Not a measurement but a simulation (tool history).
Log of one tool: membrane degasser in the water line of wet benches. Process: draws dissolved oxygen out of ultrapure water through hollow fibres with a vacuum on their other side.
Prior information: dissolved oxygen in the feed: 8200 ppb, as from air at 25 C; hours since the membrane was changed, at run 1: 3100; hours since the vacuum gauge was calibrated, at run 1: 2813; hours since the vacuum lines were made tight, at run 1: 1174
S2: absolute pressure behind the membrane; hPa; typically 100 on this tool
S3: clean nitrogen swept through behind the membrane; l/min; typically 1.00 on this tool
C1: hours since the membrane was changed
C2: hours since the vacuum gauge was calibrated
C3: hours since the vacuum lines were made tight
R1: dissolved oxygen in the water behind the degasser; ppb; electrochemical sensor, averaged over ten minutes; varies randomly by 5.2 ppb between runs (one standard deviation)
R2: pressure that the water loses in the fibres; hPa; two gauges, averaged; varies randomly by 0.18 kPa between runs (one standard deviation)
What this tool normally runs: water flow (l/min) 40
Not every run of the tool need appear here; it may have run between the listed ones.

run 1 hour=0.0 | water_flow_(l/min)=40 S2=100 S3=1.00 | C1=3100 C2=2813 C3=1174 | R1=546.3 R2=311.1
run 2 hour=63.7 | water_flow_(l/min)=40 S2=100 S3=1.00 | C1=3164 C2=2877 C3=1237 | R1=536.0 R2=310.7
run 3 hour=137.4 | water_flow_(l/min)=40 S2=100 S3=1.00 | C1=3238 C2=2950 C3=1311 | R1=532.4 R2=314.2
run 4 hour=210.8 | water_flow_(l/min)=40 S2=100 S3=2.57 | C1=3311 C2=3024 C3=1384 | R1=250.7 R2=313.1
run 5 hour=301.2 | water_flow_(l/min)=40 S2=100 S3=2.57 | C1=3402 C2=3114 C3=1475 | R1=247.1 R2=314.9
run 6 hour=375.4 | water_flow_(l/min)=40 S2=100 S3=2.57 | C1=3476 C2=3188 C3=1549 | R1=253.9 R2=315.5
run 7 hour=461.2 | water_flow_(l/min)=40 S2=100 S3=0.61 | C1=3562 C2=3274 C3=1635 | R1=762.1 R2=315.4
run 8 hour=538.1 | water_flow_(l/min)=40 S2=209 S3=1.00 | C1=3638 C2=3351 C3=1712 | R1=1294.7 R2=315.7
run 9 hour=581.3 | water_flow_(l/min)=25 S2=100 S3=1.00 | C1=3682 C2=3394 C3=1755 | R1=372.5 R2=193.4
run 10 hour=637.5 | water_flow_(l/min)=55 S2=100 S3=1.00 | C1=3738 C2=3450 C3=1811 | R1=689.2 R2=435.1
run 11 hour=713.9 | water_flow_(l/min)=40 S2=100 S3=1.83 | C1=3814 C2=3527 C3=1887 | R1=339.0 R2=315.1
run 12 hour=794.6 | water_flow_(l/min)=40 S2=100 S3=1.83 | C1=3895 C2=3607 C3=1968 | R1=335.1 R2=313.1
run 13 hour=878.1 | water_flow_(l/min)=40 S2=100 S3=1.75 | C1=3979 C2=3691 C3=2052 | R1=345.0 R2=313.4
run 14 hour=918.5 | water_flow_(l/min)=40 S2=100 S3=1.75 | C1=4019 C2=3731 C3=2092 | R1=345.8 R2=317.8
run 15 hour=974.5 | water_flow_(l/min)=40 S2=100 S3=1.00 | C1=4075 C2=3787 C3=2148 | R1=549.5 R2=315.1
run 16 hour=1032.0 | water_flow_(l/min)=40 S2=100 S3=1.00 | C1=4132 C2=3845 C3=2206 | R1=537.2 R2=316.8
run 17 hour=1082.1 | water_flow_(l/min)=40 S2=161 S3=0.50 | C1=4183 C2=3895 C3=2256 | R1=1524.8 R2=319.5
-- hour=1089.4 vacuum gauge calibrated
run 18 hour=1155.9 | water_flow_(l/min)=40 S2=161 S3=0.50 | C1=4256 C2=66 C3=2329 | R1=1550.6 R2=316.8
run 19 hour=1243.5 | water_flow_(l/min)=40 S2=100 S3=1.33 | C1=4343 C2=154 C3=2417 | R1=443.6 R2=315.7
-- hour=1256.1 vacuum gauge calibrated, once more
run 20 hour=1316.5 | water_flow_(l/min)=33 S2=104 S3=1.00 | C1=4416 C2=60 C3=2489 | R1=469.5 R2=259.4
run 21 hour=1356.7 | water_flow_(l/min)=40 S2=90 S3=1.00 | C1=4456 C2=101 C3=2529 | R1=448.3 R2=319.9
run 22 hour=1415.9 | water_flow_(l/min)=45 S2=83 S3=1.00 | C1=4515 C2=160 C3=2588 | R1=442.0 R2=354.7
run 23 hour=1471.4 | water_flow_(l/min)=27 S2=181 S3=1.26 | C1=4571 C2=215 C3=2644 | R1=664.4 R2=212.7
run 24 hour=1544.4 | water_flow_(l/min)=40 S2=182 S3=1.00 | C1=4644 C2=288 C3=2717 | R1=1069.9 R2=318.6
run 25 hour=1609.1 | water_flow_(l/min)=40 S2=182 S3=1.00 | C1=4709 C2=353 C3=2782 | R1=1072.5 R2=316.5
run 26 hour=1663.0 | water_flow_(l/min)=40 S2=182 S3=1.00 | C1=4762 C2=407 C3=2836 | R1=1091.2 R2=319.0
run 27 hour=1709.7 | water_flow_(l/min)=27 S2=77 S3=1.00 | C1=4809 C2=454 C3=2882 | R1=254.8 R2=213.8
run 28 hour=1777.7 | water_flow_(l/min)=51 S2=139 S3=1.60 | C1=4877 C2=522 C3=2950 | R1=680.9 R2=408.2
run 29 hour=1835.5 | water_flow_(l/min)=47 S2=136 S3=1.14 | C1=4935 C2=579 C3=3008 | R1=796.9 R2=377.4
run 30 hour=1935.1 | water_flow_(l/min)=47 S2=136 S3=1.14 | C1=5035 C2=679 C3=3108 | R1=797.4 R2=378.8
run 31 hour=2027.8 | water_flow_(l/min)=47 S2=136 S3=1.14 | C1=5127 C2=772 C3=3200 | R1=816.9 R2=374.3
run 32 hour=2071.7 | water_flow_(l/min)=31 S2=107 S3=1.64 | C1=5171 C2=816 C3=3244 | R1=319.1 R2=250.2

Branching from run 32: 3 alternative next runs. What would each branch give?
run A hour=2113.4 | water_flow_(l/min)=39 S2=100 S3=0.50 | C1=5213 C2=857 C3=3286 | R1=? R2=?
run B hour=2113.4 | water_flow_(l/min)=52 S2=100 S3=0.57 | C1=5213 C2=857 C3=3286 | R1=? R2=?
run C hour=2113.4 | water_flow_(l/min)=46 S2=107 S3=1.36 | C1=5213 C2=857 C3=3286 | R1=? R2=?

run=A R1=821.6 R2=313.0
run=B R1=921.8 R2=413.5
run=C R1=512.1 R2=369.3
Without the tool's hidden state the same runs would have given:
run=A R1=823.1 R2=297.8
run=B R1=921.6 R2=393.3
run=C R1=506.0 R2=351.3
